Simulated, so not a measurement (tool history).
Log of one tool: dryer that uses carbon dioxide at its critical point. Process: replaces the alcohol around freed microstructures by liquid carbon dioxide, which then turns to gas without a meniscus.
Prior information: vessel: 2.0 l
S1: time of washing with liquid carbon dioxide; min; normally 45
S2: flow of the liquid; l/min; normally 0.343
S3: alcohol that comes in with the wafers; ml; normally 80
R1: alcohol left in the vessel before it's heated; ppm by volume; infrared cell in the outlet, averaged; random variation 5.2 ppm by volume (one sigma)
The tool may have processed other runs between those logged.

run,hour,S1,S2,S3,R1
1,0,45,0.343,80,283
2,34.9,45,0.343,80,287
3,76.6,45,0.343,80,302
4,115.9,45,0.235,80,912
5,145.5,45,0.343,80,317
6,182.1,45,0.343,80,310
7,202.1,45,0.343,80,337
# hour 214.4: purifier's bed changed
8,228.6,45,0.343,80,135
9,268.6,45,0.343,80,135
10,287.3,45,0.343,80,163
# hour 320.4: inlet filter changed
11,331,45,0.343,55,90
12,366.8,45,0.343,55,96
13,409.3,40,0.379,117,193
14,430.7,43,0.379,117,158
15,448.6,61,0.247,80,155
16,485.7,37,0.362,41,180
17,517.3,37,0.362,41,179
18,552.1,55,0.271,80,203
19,592,55,0.271,80,214
20,611.7,35,0.237,81,1809
21,649.5,47,0.334,57,161
22,686.9,47,0.334,57,167
23,716.9,47,0.334,57,169

3 options for the next run, each taken on its own from the tool as it stands now. Forecast them:
A,734.2,27,0.561,25,?
B,734.2,29,0.253,35,?
C,734.2,67,0.411,53,?

run,R1
A,146
B,1216
C,88
Without the tool's hidden state the same runs would have given:
run,R1
A,41
B,964
C,0

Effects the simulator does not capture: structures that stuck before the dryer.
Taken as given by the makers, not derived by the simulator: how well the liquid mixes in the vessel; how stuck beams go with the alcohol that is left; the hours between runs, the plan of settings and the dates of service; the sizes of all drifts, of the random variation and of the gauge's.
